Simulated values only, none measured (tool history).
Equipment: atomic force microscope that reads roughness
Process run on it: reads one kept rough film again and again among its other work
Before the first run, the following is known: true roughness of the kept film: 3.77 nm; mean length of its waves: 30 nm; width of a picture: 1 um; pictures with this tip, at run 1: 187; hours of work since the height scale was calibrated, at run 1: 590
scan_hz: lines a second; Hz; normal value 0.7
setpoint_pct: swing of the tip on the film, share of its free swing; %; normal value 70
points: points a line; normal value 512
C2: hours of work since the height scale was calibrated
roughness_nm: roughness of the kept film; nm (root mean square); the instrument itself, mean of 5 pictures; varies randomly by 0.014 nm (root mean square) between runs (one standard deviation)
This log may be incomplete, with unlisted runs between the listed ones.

{"run": 1, "hour": 0.0, "scan_hz": 0.7, "setpoint_pct": 70, "points": 512, "pictures with this tip": 187, "C2": 590, "roughness_nm": 2.963}
{"hour": 26.7, "done": "new tip fitted"}
{"run": 2, "hour": 63.3, "scan_hz": 0.7, "setpoint_pct": 70, "points": 512, "pictures with this tip": 66, "C2": 633, "roughness_nm": 3.198}
{"run": 3, "hour": 120.0, "scan_hz": 0.7, "setpoint_pct": 70, "points": 512, "pictures with this tip": 167, "C2": 671, "roughness_nm": 2.965}
{"hour": 158.4, "done": "new tip fitted"}
{"run": 4, "hour": 158.4, "scan_hz": 0.7, "setpoint_pct": 70, "points": 512, "pictures with this tip": 0, "C2": 697, "roughness_nm": 3.359}
{"run": 5, "hour": 190.8, "scan_hz": 0.7, "setpoint_pct": 70, "points": 512, "pictures with this tip": 58, "C2": 719, "roughness_nm": 3.217}
{"run": 6, "hour": 227.3, "scan_hz": 0.7, "setpoint_pct": 70, "points": 512, "pictures with this tip": 123, "C2": 744, "roughness_nm": 3.076}
{"hour": 288.7, "done": "new tip fitted"}
{"run": 7, "hour": 288.7, "scan_hz": 0.7, "setpoint_pct": 70, "points": 512, "pictures with this tip": 0, "C2": 786, "roughness_nm": 3.348}
{"hour": 294.9, "done": "height scale calibrated on a step standard"}
{"run": 8, "hour": 347.4, "scan_hz": 0.7, "setpoint_pct": 80, "points": 512, "pictures with this tip": 103, "C2": 36, "roughness_nm": 3.013}

Predict the results of run 9:
{"run": 9, "hour": 405.8, "scan_hz": 1.542, "setpoint_pct": 71, "points": 512, "pictures with this tip": 207, "C2": 76, "roughness_nm": "?"}

{"run 9": {"roughness_nm": 2.787}}
The same run, on a tool lacking any hidden state, would have yielded roughness_nm 3.281 nm (root mean square).
